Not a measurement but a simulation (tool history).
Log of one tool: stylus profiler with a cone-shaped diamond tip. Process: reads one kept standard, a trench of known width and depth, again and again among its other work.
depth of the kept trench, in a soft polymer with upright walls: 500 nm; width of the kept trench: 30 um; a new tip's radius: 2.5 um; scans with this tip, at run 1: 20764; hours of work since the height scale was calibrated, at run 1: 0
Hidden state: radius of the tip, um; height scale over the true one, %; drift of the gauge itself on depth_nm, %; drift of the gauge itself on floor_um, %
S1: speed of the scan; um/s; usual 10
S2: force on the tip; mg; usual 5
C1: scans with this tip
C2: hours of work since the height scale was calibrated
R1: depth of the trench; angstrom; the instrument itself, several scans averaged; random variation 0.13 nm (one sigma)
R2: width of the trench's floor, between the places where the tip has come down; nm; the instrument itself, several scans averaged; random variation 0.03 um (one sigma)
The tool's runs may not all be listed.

run    hour  S1     S2     C1   C2      R1     R2
  1       0  10      5  20764    0  5131.4  25570
  2    81.4  10      5  21296   47  5132.7  25550
  3     139   5      5  21673   81  5130.3  25530
  4   180.8  27      5  21946  105    5130  25440
  5   233.1   3      5  22288  135  5132.8  25570
  6     281  10      5  22601  163  5130.1  25530
  7     332  10      5  22934  193  5127.5  25460
  8   389.2  10      5  23309  226  5129.1  25510
  9   457.9  10      5  23758  266    5128  25420
 10   506.1   5      5  24073  293  5130.1  25490
 11   540.8  10      5  24300  314  5127.2  25380
 12   594.1   9      5  24648  345  5128.9  25300
 13   633.7   9      5  24907  367  5127.6  25360
      647.9  -- new tip fitted, height scale calibrated
 14   697.9   9      5    326   29  5134.4  26900
 15     737   9      5    582   52  5132.7  26830
 16   807.2   9      5   1041   92  5131.7  26800
 17   857.7  10      5   1371  122    5133  26780
 18   918.1  10      5   1765  157  5131.9  26800
 19   979.7  10      5   2168  192  5132.9  26780
 20  1031.4  10      5   2507  222  5129.9  26650
 21  1111.3   4   2.27   3029  269  5077.1  26690
 22  1166.3   4   8.45   3388  301  5185.3  26670
 23  1223.8  21  14.37   3764  334  5264.4  26600
 24  1294.2  21  14.37   4225  375  5263.3  26580
 25  1371.9  16   4.12   4733  420  5113.1  26540
 26  1423.5  16   4.12   5069  450  5112.7  26520
 27  1468.7  16   4.12   5365  476  5112.8  26410
 28  1551.4  32  12.39   5906  524  5235.7  26460
 29  1596.3   8  14.68   6199  550  5264.7  26450
 30  1638.4   4    3.5   6475  574  5098.1  26420
 31  1683.6   4    3.5   6770  601  5096.8  26400
 32  1748.6   3      8   7195  638  5172.2  26420
 33  1820.2  24      5   7663  680  5122.9  26250
 34    1883   7  10.76   8073  716  5213.7  26350
 35  1964.4  27   8.47   8606  763  5178.3  26220
 36  2044.4  27   8.47   9129  810  5178.8  26190
 37    2094  27   8.47   9453  838  5178.4  26140

Forecast each of these 3 alternatives for the next run:
  A  2128  10  4.53  9675  858   ?   ?
  B  2128   4  3.48  9675  858   ?   ?
  C  2128   3     5  9675  858   ?   ?

run      R1     R2
  A    5113  26150
  B  5093.9  26210
  C  5121.2  26230
Without the tool's hidden state the same runs would have given:
run      R1     R2
  A  5124.2  26930
  B  5105.1  27000
  C  5132.5  27010
